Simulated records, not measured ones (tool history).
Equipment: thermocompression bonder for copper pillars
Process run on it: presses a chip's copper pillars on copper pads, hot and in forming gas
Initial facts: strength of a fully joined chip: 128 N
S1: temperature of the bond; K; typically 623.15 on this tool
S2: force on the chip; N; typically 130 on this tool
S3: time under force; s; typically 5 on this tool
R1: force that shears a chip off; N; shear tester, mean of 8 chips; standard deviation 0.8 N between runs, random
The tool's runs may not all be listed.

{"run": 1, "hour": 0.0, "S1": 623.15, "S2": 130, "S3": 5, "R1": 61.4}
{"run": 2, "hour": 12.7, "S1": 623.15, "S2": 130, "S3": 4, "R1": 57.5}
{"run": 3, "hour": 34.5, "S1": 623.15, "S2": 130, "S3": 5, "R1": 61.3}
{"run": 4, "hour": 57.3, "S1": 623.15, "S2": 130, "S3": 5, "R1": 61.7}
{"run": 5, "hour": 67.3, "S1": 623.15, "S2": 130, "S3": 5, "R1": 63.6}
{"run": 6, "hour": 80.8, "S1": 623.15, "S2": 130, "S3": 5, "R1": 62.3}
{"run": 7, "hour": 97.0, "S1": 623.15, "S2": 130, "S3": 5, "R1": 61.8}
{"hour": 107.2, "done": "forming gas filter changed"}
{"run": 8, "hour": 110.6, "S1": 623.15, "S2": 130, "S3": 5, "R1": 62.8}
{"run": 9, "hour": 133.3, "S1": 623.15, "S2": 130, "S3": 5, "R1": 61.6}
{"run": 10, "hour": 149.6, "S1": 623.15, "S2": 130, "S3": 5, "R1": 63}
{"run": 11, "hour": 168.6, "S1": 623.15, "S2": 130, "S3": 5, "R1": 64.2}
{"run": 12, "hour": 190.2, "S1": 623.15, "S2": 130, "S3": 5, "R1": 62.1}
{"run": 13, "hour": 202.4, "S1": 623.15, "S2": 130, "S3": 5, "R1": 62.3}
{"run": 14, "hour": 220.6, "S1": 623.15, "S2": 130, "S3": 5, "R1": 62}
{"run": 15, "hour": 243.4, "S1": 623.15, "S2": 130, "S3": 5, "R1": 61}
{"run": 16, "hour": 257.3, "S1": 623.15, "S2": 130, "S3": 5, "R1": 63.1}
{"run": 17, "hour": 268.0, "S1": 623.15, "S2": 130, "S3": 5, "R1": 63}
{"run": 18, "hour": 289.8, "S1": 596.15, "S2": 130, "S3": 5, "R1": 46.2}
{"run": 19, "hour": 300.0, "S1": 596.15, "S2": 130, "S3": 5, "R1": 44.4}

Predict the results of run 20:
{"run": 20, "hour": 321.0, "S1": 596.15, "S2": 130, "S3": 5, "R1": "?"}

{"run 20": {"R1": 44.9}}
Were there no unlogged condition in the tool, this run, its random variation unchanged, would have produced R1 45.2 N.
